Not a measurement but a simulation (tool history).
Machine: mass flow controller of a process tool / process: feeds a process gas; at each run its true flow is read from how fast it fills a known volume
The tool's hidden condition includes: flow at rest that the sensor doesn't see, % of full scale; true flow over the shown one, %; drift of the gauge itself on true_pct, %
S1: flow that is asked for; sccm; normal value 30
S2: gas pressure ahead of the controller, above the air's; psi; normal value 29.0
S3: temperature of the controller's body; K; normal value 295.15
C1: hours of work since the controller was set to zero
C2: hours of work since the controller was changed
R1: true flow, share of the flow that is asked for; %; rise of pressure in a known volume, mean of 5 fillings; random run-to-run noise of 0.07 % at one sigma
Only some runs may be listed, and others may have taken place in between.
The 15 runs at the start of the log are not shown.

run,hour,S1,S2,S3,C1,C2,R1
16,1059.4,78,24.5,295.15,1492,1492,99.17
17,1137.0,30,29.0,295.15,1533,1533,98.12
18,1224.8,30,25.7,295.15,1580,1580,98.19
19,1296.3,30,25.7,295.15,1618,1618,98.17
20,1361.1,30,25.7,295.15,1653,1653,98.24
21,1407.9,11,25.7,301.15,1678,1678,98.40
22,1488.7,11,25.7,301.15,1721,1721,98.28
23,1553.6,11,25.7,301.15,1756,1756,98.40
24,1621.8,30,21.5,303.15,1793,1793,98.85
25,1704.0,11,29.0,302.15,1836,1836,98.43
26,1754.5,11,29.0,302.15,1863,1863,98.49

What will run 27 give?
27,1829.2,78,29.0,294.15,1903,1903,?

{"run 27": {"R1": 99.17}}
If the tool had no hidden condition, the same run with the same run-to-run variation would have returned R1 99.17 %.
